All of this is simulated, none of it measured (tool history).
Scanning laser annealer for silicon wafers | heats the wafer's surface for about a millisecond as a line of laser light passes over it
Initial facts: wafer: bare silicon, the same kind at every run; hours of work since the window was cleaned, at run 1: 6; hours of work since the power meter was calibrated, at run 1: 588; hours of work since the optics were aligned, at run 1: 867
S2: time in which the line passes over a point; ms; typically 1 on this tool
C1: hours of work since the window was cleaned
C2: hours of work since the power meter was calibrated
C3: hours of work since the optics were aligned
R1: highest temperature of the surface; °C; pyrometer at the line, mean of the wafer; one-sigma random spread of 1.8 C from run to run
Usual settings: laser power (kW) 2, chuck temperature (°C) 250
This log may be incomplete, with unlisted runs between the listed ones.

{"run": 1, "hour": 0.0, "laser power (kW)": 2, "S2": 1, "chuck temperature (°C)": 250, "C1": 6, "C2": 588, "C3": 867, "R1": 992}
{"run": 2, "hour": 22.7, "laser power (kW)": 2, "S2": 1, "chuck temperature (°C)": 250, "C1": 21, "C2": 603, "C3": 881, "R1": 992}
{"run": 3, "hour": 53.0, "laser power (kW)": 2, "S2": 1, "chuck temperature (°C)": 250, "C1": 41, "C2": 623, "C3": 901, "R1": 989}
{"run": 4, "hour": 79.8, "laser power (kW)": 2, "S2": 0.72, "chuck temperature (°C)": 250, "C1": 58, "C2": 640, "C3": 919, "R1": 856}
{"run": 5, "hour": 98.5, "laser power (kW)": 2, "S2": 0.72, "chuck temperature (°C)": 216, "C1": 70, "C2": 652, "C3": 931, "R1": 820}
{"run": 6, "hour": 134.2, "laser power (kW)": 2, "S2": 0.72, "chuck temperature (°C)": 216, "C1": 94, "C2": 675, "C3": 954, "R1": 819}
{"run": 7, "hour": 155.1, "laser power (kW)": 2, "S2": 0.72, "chuck temperature (°C)": 216, "C1": 107, "C2": 689, "C3": 968, "R1": 821}
{"run": 8, "hour": 198.3, "laser power (kW)": 2, "S2": 0.72, "chuck temperature (°C)": 216, "C1": 135, "C2": 717, "C3": 996, "R1": 815}
{"run": 9, "hour": 223.7, "laser power (kW)": 2, "S2": 1, "chuck temperature (°C)": 288, "C1": 152, "C2": 733, "C3": 1012, "R1": 1014}
{"run": 10, "hour": 260.6, "laser power (kW)": 2.072, "S2": 1, "chuck temperature (°C)": 250, "C1": 176, "C2": 757, "C3": 1036, "R1": 1006}
{"run": 11, "hour": 293.8, "laser power (kW)": 2.146, "S2": 1, "chuck temperature (°C)": 250, "C1": 198, "C2": 779, "C3": 1058, "R1": 1030}
{"run": 12, "hour": 317.9, "laser power (kW)": 2, "S2": 1, "chuck temperature (°C)": 235, "C1": 213, "C2": 795, "C3": 1073, "R1": 960}
{"run": 13, "hour": 348.7, "laser power (kW)": 2, "S2": 1, "chuck temperature (°C)": 235, "C1": 233, "C2": 815, "C3": 1093, "R1": 956}
{"run": 14, "hour": 382.5, "laser power (kW)": 2, "S2": 1, "chuck temperature (°C)": 250, "C1": 255, "C2": 837, "C3": 1115, "R1": 970}
{"run": 15, "hour": 425.9, "laser power (kW)": 2, "S2": 1, "chuck temperature (°C)": 250, "C1": 283, "C2": 865, "C3": 1144, "R1": 963}
{"run": 16, "hour": 464.7, "laser power (kW)": 2, "S2": 1, "chuck temperature (°C)": 250, "C1": 309, "C2": 890, "C3": 1169, "R1": 966}
{"run": 17, "hour": 505.3, "laser power (kW)": 2, "S2": 1, "chuck temperature (°C)": 250, "C1": 335, "C2": 917, "C3": 1195, "R1": 963}
{"run": 18, "hour": 531.8, "laser power (kW)": 2, "S2": 1, "chuck temperature (°C)": 250, "C1": 352, "C2": 934, "C3": 1212, "R1": 962}
{"run": 19, "hour": 571.5, "laser power (kW)": 2, "S2": 1, "chuck temperature (°C)": 250, "C1": 378, "C2": 960, "C3": 1238, "R1": 959}
{"run": 20, "hour": 607.8, "laser power (kW)": 2, "S2": 1, "chuck temperature (°C)": 250, "C1": 402, "C2": 983, "C3": 1262, "R1": 956}
{"run": 21, "hour": 639.7, "laser power (kW)": 1.896, "S2": 0.77, "chuck temperature (°C)": 229, "C1": 422, "C2": 1004, "C3": 1283, "R1": 795}
{"hour": 658.9, "done": "window over the wafer cleaned"}
{"run": 22, "hour": 660.1, "laser power (kW)": 1.966, "S2": 0.77, "chuck temperature (°C)": 265, "C1": 1, "C2": 1016, "C3": 1295, "R1": 889}
{"run": 23, "hour": 689.1, "laser power (kW)": 2, "S2": 1, "chuck temperature (°C)": 245, "C1": 20, "C2": 1035, "C3": 1313, "R1": 979}
{"run": 24, "hour": 715.9, "laser power (kW)": 1.944, "S2": 0.91, "chuck temperature (°C)": 277, "C1": 37, "C2": 1052, "C3": 1331, "R1": 949}
{"run": 25, "hour": 757.3, "laser power (kW)": 1.831, "S2": 0.9, "chuck temperature (°C)": 264, "C1": 64, "C2": 1079, "C3": 1358, "R1": 887}
{"run": 26, "hour": 798.0, "laser power (kW)": 1.831, "S2": 0.9, "chuck temperature (°C)": 264, "C1": 90, "C2": 1106, "C3": 1384, "R1": 887}
{"run": 27, "hour": 822.9, "laser power (kW)": 1.831, "S2": 0.9, "chuck temperature (°C)": 264, "C1": 107, "C2": 1122, "C3": 1400, "R1": 886}
{"run": 28, "hour": 843.8, "laser power (kW)": 1.795, "S2": 0.89, "chuck temperature (°C)": 237, "C1": 120, "C2": 1135, "C3": 1414, "R1": 840}
{"hour": 852.8, "done": "optics aligned, line set to its width"}
{"run": 29, "hour": 891.1, "laser power (kW)": 2.136, "S2": 1, "chuck temperature (°C)": 227, "C1": 148, "C2": 1163, "C3": 25, "R1": 1004}
{"run": 30, "hour": 925.3, "laser power (kW)": 2, "S2": 1, "chuck temperature (°C)": 264, "C1": 170, "C2": 1185, "C3": 47, "R1": 988}

The next listed run, before its measurement:
{"run": 31, "hour": 960.4, "laser power (kW)": 2, "S2": 0.74, "chuck temperature (°C)": 250, "C1": 193, "C2": 1208, "C3": 70, "R1": "?"}

R1: 852 °C
With the hidden condition absent and the run-to-run variation left alone, this run would have shown R1 875 °C.
